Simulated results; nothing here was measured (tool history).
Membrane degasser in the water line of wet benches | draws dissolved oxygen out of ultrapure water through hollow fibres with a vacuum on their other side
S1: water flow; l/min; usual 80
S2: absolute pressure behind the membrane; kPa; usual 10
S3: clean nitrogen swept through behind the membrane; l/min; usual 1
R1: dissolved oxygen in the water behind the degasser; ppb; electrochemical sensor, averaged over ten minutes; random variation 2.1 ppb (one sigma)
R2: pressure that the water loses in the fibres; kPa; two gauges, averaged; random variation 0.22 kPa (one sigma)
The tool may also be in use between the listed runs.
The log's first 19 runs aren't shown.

run 20 hour=1093.3 | S1=58 S2=19.2 S3=1.86 | R1=942.3 R2=40.83
run 21 hour=1124.9 | S1=75 S2=10 S3=1 | R1=810.2 R2=52.77
run 22 hour=1192 | S1=52 S2=10 S3=1 | R1=629.7 R2=36.69
run 23 hour=1234.5 | S1=52 S2=10 S3=1 | R1=630.1 R2=36.74
run 24 hour=1278.2 | S1=80 S2=11.6 S3=1 | R1=1026.6 R2=56.22
run 25 hour=1324.6 | S1=70 S2=11.6 S3=0.71 | R1=1167.3 R2=49.09
run 26 hour=1365.5 | S1=54 S2=10 S3=1 | R1=645 R2=38.27
run 27 hour=1440.7 | S1=54 S2=10 S3=1 | R1=644.6 R2=37.99
run 28 hour=1494.2 | S1=54 S2=10 S3=1 | R1=646.8 R2=37.87
run 29 hour=1559.5 | S1=97 S2=7.3 S3=0.62 | R1=775.1 R2=68.28
run 30 hour=1604.4 | S1=113 S2=10 S3=2 | R1=674.4 R2=79.47
run 31 hour=1675.4 | S1=85 S2=19.4 S3=2.65 | R1=979.8 R2=59.82
run 32 hour=1745.8 | S1=80 S2=12.3 S3=0.66 | R1=1405.9 R2=56.71
run 33 hour=1782.1 | S1=96 S2=11.7 S3=0.79 | R1=1329.7 R2=67.69

Forecast each of these 3 alternatives for the next run:
run A hour=1840.4 | S1=69 S2=10 S3=0.98 | R1=? R2=?
run B hour=1840.4 | S1=98 S2=11.7 S3=1.03 | R1=? R2=?
run C hour=1840.4 | S1=80 S2=10.5 S3=0.93 | R1=? R2=?

run=A R1=777 R2=48.76
run=B R1=1155.7 R2=69.33
run=C R1=940.9 R2=56.42
Without the tool's hidden state the same runs would have given:
run=A R1=776.8 R2=47.78
run=B R1=1155.6 R2=67.93
run=C R1=940.8 R2=55.28
